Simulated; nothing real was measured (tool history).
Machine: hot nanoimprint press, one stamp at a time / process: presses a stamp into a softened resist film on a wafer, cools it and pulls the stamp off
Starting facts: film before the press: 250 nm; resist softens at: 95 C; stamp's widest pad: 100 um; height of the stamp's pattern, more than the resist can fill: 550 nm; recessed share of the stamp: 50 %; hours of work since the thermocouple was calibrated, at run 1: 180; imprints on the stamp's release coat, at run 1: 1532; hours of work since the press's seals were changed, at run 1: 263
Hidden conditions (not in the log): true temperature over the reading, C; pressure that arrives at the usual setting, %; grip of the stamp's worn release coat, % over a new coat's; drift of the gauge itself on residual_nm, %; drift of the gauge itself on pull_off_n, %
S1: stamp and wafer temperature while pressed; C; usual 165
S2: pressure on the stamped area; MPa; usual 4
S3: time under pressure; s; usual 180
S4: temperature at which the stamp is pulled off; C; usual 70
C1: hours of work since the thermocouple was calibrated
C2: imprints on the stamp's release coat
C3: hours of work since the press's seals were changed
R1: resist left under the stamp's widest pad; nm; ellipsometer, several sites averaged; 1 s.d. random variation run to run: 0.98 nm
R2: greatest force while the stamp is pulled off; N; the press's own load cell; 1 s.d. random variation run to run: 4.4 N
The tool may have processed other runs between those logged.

run	day	S1	S2	S3	S4	C1	C2	C3	R1	R2
1	0	165	4	180	70	180	1532	263	141.2	225
2	0.462	165	4	180	70	186	1563	269	140.1	217
3	1	165	4	180	70	193	1598	276	141.4	223
4	1.442	165	4	180	70	199	1627	282	141.2	218
5	1.688	165	4	180	65	202	1643	285	139.6	248
6	2.208	165	4	125	70	209	1678	292	157	220
7	2.579	165	4	180	70	214	1702	296	141	218
8	2.817	165	4	180	70	217	1718	300	140.4	227
9	3.071	165	4	180	70	220	1734	303	139.1	215
10	3.575	165	4	180	77	227	1768	309	140.5	182
11	4.108	165	4	180	77	233	1803	316	140.5	172
12	4.35	165	4	180	77	237	1819	320	141.5	173
13	4.821	165	3.71	180	70	243	1850	326	142.6	220
14	5.129	165	3.71	180	70	247	1870	330	143.8	219
15	5.629	165	4	180	70	253	1903	336	141.3	210
16	6.021	165	5.82	180	65	259	1929	341	119.8	248
17	6.379	165	4	180	73	263	1952	346	141.6	195
18	6.767	164	3.61	180	70	268	1978	351	152.7	220
19	7.154	165	4	132	70	273	2003	356	155.9	220
20	7.692	165	4.51	132	69	280	2038	363	150.3	228
21	8.171	165	5.56	108	70	287	2070	369	144.3	224
22	8.433	165	5.56	108	70	290	2087	373	146.3	221
23	8.704	165	5.56	108	70	294	2105	376	146.9	217
# day 9.05: stamp cleaned and given a new release coat
24	9.296	165	3.4	180	70	298	16	381	150.8	218
25	9.675	173	3.32	180	70	303	41	386	116.2	221
26	10.075	154	4.18	116	70	308	67	391	206.9	221
27	10.517	154	4.18	116	70	314	96	397	206.6	218
28	11.083	160	2.8	116	74	321	133	404	199.1	185
29	11.629	160	2.8	116	74	329	169	411	199	197
30	12.158	174	3.49	180	58	335	204	418	111.8	283

What if the next run were any one of these 3? Each begins from the tool's condition after run 30:
A	12.704	174	3.49	180	69	343	240	425	?	?
B	12.704	165	4	221	78	343	240	425	?	?
C	12.704	170	3.97	180	69	343	240	425	?	?

run	R1	R2
A	109.1	219
B	131.2	169
C	120	213
Take away the tool's hidden state, keep each run's random variation, and the runs would have read:
run	R1	R2
A	108.9	219
B	131	169
C	119.9	213

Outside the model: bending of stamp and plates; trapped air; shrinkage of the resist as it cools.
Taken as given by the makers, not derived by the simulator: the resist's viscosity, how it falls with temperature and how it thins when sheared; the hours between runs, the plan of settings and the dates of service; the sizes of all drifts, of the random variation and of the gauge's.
